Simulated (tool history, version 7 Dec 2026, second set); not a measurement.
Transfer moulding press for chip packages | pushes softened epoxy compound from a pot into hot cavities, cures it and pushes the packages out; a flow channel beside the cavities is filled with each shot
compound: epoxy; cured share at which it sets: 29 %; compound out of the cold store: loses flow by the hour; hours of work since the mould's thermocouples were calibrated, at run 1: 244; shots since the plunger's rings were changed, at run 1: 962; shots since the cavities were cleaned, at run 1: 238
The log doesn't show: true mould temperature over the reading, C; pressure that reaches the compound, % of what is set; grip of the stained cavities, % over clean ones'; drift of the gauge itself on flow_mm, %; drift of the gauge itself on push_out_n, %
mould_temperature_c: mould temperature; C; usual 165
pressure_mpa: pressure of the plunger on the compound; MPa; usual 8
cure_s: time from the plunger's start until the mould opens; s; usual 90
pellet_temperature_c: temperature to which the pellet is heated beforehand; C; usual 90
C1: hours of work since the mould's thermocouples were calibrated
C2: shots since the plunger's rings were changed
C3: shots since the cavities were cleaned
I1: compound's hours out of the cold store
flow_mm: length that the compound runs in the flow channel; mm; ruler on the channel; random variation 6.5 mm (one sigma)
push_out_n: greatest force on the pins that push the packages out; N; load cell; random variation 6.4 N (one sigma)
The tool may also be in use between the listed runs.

run 1 day=0 | mould_temperature_c=165 pressure_mpa=8 cure_s=90 pellet_temperature_c=90 | C1=244 C2=962 C3=238 | I1=37.9 | flow_mm=651 push_out_n=313
run 2 day=0.204 | mould_temperature_c=165 pressure_mpa=8 cure_s=90 pellet_temperature_c=90 | C1=247 C2=1027 C3=303 | I1=34.1 | flow_mm=656 push_out_n=339
run 3 day=0.675 | mould_temperature_c=165 pressure_mpa=8 cure_s=90 pellet_temperature_c=90 | C1=254 C2=1181 C3=457 | I1=46.6 | flow_mm=625 push_out_n=350
run 4 day=1.15 | mould_temperature_c=165 pressure_mpa=8 cure_s=90 pellet_temperature_c=90 | C1=261 C2=1334 C3=610 | I1=18.9 | flow_mm=711 push_out_n=406
run 5 day=1.442 | mould_temperature_c=165 pressure_mpa=8 cure_s=90 pellet_temperature_c=90 | C1=266 C2=1429 C3=705 | I1=20.6 | flow_mm=700 push_out_n=402
-- day=1.571 cavities cleaned with cleaning compound and waxed
run 6 day=1.821 | mould_temperature_c=165 pressure_mpa=8 cure_s=90 pellet_temperature_c=96 | C1=270 C2=1532 C3=81 | I1=23.2 | flow_mm=693 push_out_n=260
run 7 day=2.167 | mould_temperature_c=165 pressure_mpa=8 cure_s=90 pellet_temperature_c=96 | C1=276 C2=1644 C3=193 | I1=28.2 | flow_mm=678 push_out_n=288
run 8 day=2.454 | mould_temperature_c=165 pressure_mpa=8 cure_s=90 pellet_temperature_c=96 | C1=280 C2=1738 C3=287 | I1=43.8 | flow_mm=628 push_out_n=300
run 9 day=2.738 | mould_temperature_c=165 pressure_mpa=8 cure_s=74 pellet_temperature_c=96 | C1=284 C2=1829 C3=378 | I1=41.6 | flow_mm=630 push_out_n=484
run 10 day=3.096 | mould_temperature_c=171 pressure_mpa=8 cure_s=90 pellet_temperature_c=90 | C1=289 C2=1946 C3=495 | I1=46.3 | flow_mm=604 push_out_n=267
run 11 day=3.321 | mould_temperature_c=165 pressure_mpa=8 cure_s=90 pellet_temperature_c=90 | C1=293 C2=2018 C3=567 | I1=32 | flow_mm=645 push_out_n=355
run 12 day=3.517 | mould_temperature_c=165 pressure_mpa=8.83 cure_s=90 pellet_temperature_c=90 | C1=296 C2=2083 C3=632 | I1=19.3 | flow_mm=728 push_out_n=388
-- day=3.879 cavities cleaned with cleaning compound and waxed
run 13 day=3.879 | mould_temperature_c=165 pressure_mpa=8 cure_s=117 pellet_temperature_c=90 | C1=300 C2=2179 C3=0 | I1=35.8 | flow_mm=632 push_out_n=173
run 14 day=4.108 | mould_temperature_c=165 pressure_mpa=8 cure_s=90 pellet_temperature_c=90 | C1=304 C2=2254 C3=75 | I1=17.1 | flow_mm=696 push_out_n=268
run 15 day=4.312 | mould_temperature_c=158 pressure_mpa=8 cure_s=90 pellet_temperature_c=90 | C1=307 C2=2321 C3=142 | I1=39 | flow_mm=646 push_out_n=433
run 16 day=4.712 | mould_temperature_c=158 pressure_mpa=8 cure_s=90 pellet_temperature_c=90 | C1=313 C2=2450 C3=271 | I1=16.9 | flow_mm=719 push_out_n=526
run 17 day=5.033 | mould_temperature_c=170 pressure_mpa=7.46 cure_s=90 pellet_temperature_c=90 | C1=317 C2=2554 C3=375 | I1=26.7 | flow_mm=635 push_out_n=264
run 18 day=5.242 | mould_temperature_c=171 pressure_mpa=9.42 cure_s=90 pellet_temperature_c=90 | C1=321 C2=2621 C3=442 | I1=43 | flow_mm=658 push_out_n=262
run 19 day=5.529 | mould_temperature_c=171 pressure_mpa=9.42 cure_s=90 pellet_temperature_c=90 | C1=325 C2=2715 C3=536 | I1=34.1 | flow_mm=680 push_out_n=275
run 20 day=5.929 | mould_temperature_c=171 pressure_mpa=9.42 cure_s=90 pellet_temperature_c=90 | C1=331 C2=2845 C3=666 | I1=10.3 | flow_mm=751 push_out_n=290

The next listed run, before its measurement:
-- day=6.212 cavities cleaned with cleaning compound and waxed
run 21 day=6.3 | mould_temperature_c=163 pressure_mpa=7.35 cure_s=81 pellet_temperature_c=99 | C1=335 C2=2945 C3=29 | I1=15.1 | flow_mm=? push_out_n=?

Run 21 gave flow_mm 674 mm, push_out_n 346 N.
Without the tool's hidden state the same run would have given flow_mm 714 mm, push_out_n 344 N.
